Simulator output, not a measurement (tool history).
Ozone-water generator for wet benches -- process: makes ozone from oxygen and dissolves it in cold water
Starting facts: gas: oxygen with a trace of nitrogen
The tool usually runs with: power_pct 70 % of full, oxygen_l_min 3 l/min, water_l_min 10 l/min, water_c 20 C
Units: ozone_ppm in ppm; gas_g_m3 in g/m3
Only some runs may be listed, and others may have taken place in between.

Run 1, hour 0: usual settings. Result: ozone_ppm 23.3 ppm, gas_g_m3 214.6 g/m3.
Run 2, hour 41: usual settings. Result: ozone_ppm 23.2 ppm, gas_g_m3 215 g/m3.
Run 3, hour 106.9: usual settings. Result: ozone_ppm 23.2 ppm, gas_g_m3 213 g/m3.
Run 4, hour 183: usual settings. Result: ozone_ppm 23.1 ppm, gas_g_m3 217.5 g/m3.
Run 5, hour 240.6: usual settings. Result: ozone_ppm 23.4 ppm, gas_g_m3 214.5 g/m3.
Run 6, hour 284.5: usual settings but oxygen_l_min 2.2 l/min. Result: ozone_ppm 23 ppm, gas_g_m3 250.6 g/m3.
Run 7, hour 346.5: usual settings but oxygen_l_min 3.73 l/min. Result: ozone_ppm 23.1 ppm, gas_g_m3 192.1 g/m3.
Run 8, hour 431.8: usual settings but power_pct 60 % of full, oxygen_l_min 1.89 l/min, water_l_min 9 l/min. Result: ozone_ppm 22 ppm, gas_g_m3 240.7 g/m3.
Run 9, hour 476.9: usual settings but oxygen_l_min 2.35 l/min, water_l_min 8 l/min. Result: ozone_ppm 27.3 ppm, gas_g_m3 241.2 g/m3.
Run 10, hour 540.7: usual settings but oxygen_l_min 2.35 l/min, water_l_min 8 l/min. Result: ozone_ppm 27.6 ppm, gas_g_m3 243 g/m3.
Run 11, hour 629.6: usual settings but power_pct 52 % of full, oxygen_l_min 4.89 l/min, water_c 14 C. Result: ozone_ppm 19.6 ppm, gas_g_m3 130.3 g/m3.
Run 12, hour 703.9: usual settings but power_pct 52 % of full, oxygen_l_min 4.89 l/min, water_c 14 C. Result: ozone_ppm 19.4 ppm, gas_g_m3 130.6 g/m3.
Run 13, hour 768.6: usual settings but power_pct 52 % of full, oxygen_l_min 4.89 l/min, water_c 14 C. Result: ozone_ppm 19.4 ppm, gas_g_m3 130.7 g/m3.
Run 14, hour 816.8: usual settings. Result: ozone_ppm 23 ppm, gas_g_m3 211.2 g/m3.

What if the next run were any one of these 5? Each begins from the tool's condition after run 14:
Run A, hour 885.3: usual settings but power_pct 73 % of full, oxygen_l_min 3.39 l/min, water_l_min 8 l/min. Result: ozone_ppm ?, gas_g_m3 ?.
Run B, hour 885.3: usual settings but power_pct 77 % of full, water_c 23 C. Result: ozone_ppm ?, gas_g_m3 ?.
Run C, hour 885.3: usual settings but water_l_min 14 l/min. Result: ozone_ppm ?, gas_g_m3 ?.
Run D, hour 885.3: usual settings but oxygen_l_min 1.95 l/min, water_l_min 12 l/min. Result: ozone_ppm ?, gas_g_m3 ?.
Run E, hour 885.3: usual settings but water_l_min 11 l/min, water_c 18 C. Result: ozone_ppm ?, gas_g_m3 ?.

run  ozone_ppm  gas_g_m3
  A       27.3     205.8
  B       23.6     230.5
  C       17.6     213.5
  D       19.1     263.8
  E         22     212.3
Had the tool no hidden state, the same runs would have come out as:
run  ozone_ppm  gas_g_m3
  A       29.1       216
  B       25.3     242.3
  C       18.9     223.6
  D       20.4     276.4
  E       23.5     222.5

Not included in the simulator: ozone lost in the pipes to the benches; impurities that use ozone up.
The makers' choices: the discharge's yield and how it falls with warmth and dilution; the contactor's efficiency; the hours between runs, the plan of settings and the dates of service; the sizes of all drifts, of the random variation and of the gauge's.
